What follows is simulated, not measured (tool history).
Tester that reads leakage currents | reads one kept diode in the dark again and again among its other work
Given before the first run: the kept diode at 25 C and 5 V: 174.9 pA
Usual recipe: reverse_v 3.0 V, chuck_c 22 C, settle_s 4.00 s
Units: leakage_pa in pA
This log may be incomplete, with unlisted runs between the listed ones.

run,hour,reverse_v,chuck_c,settle_s,leakage_pa
1,0.0,3.0,22,4.00,133.19
2,30.6,3.0,22,4.00,133.17
3,64.7,3.0,22,4.00,133.75
4,104.6,3.0,22,4.00,134.74
5,124.1,3.0,22,4.00,134.46
6,157.5,3.0,22,4.00,134.76
7,186.8,3.0,22,0.44,137.46
8,209.7,3.0,22,0.44,136.65
# hour 226.5: chuck's temperature calibrated
9,237.1,3.0,22,0.44,114.07
10,254.1,3.0,44,4.00,535.48
11,275.3,3.0,44,4.00,534.59
12,300.0,3.0,44,4.00,533.67
13,342.6,1.9,44,3.29,441.08

The next listed run, before its measurement:
14,372.0,1.9,28,3.29,?

Run 14 came out at leakage_pa 145.24 pA.
Take away the tool's hidden state, keep the run-to-run variation as it was, and the same run would have given leakage_pa 143.27 pA.
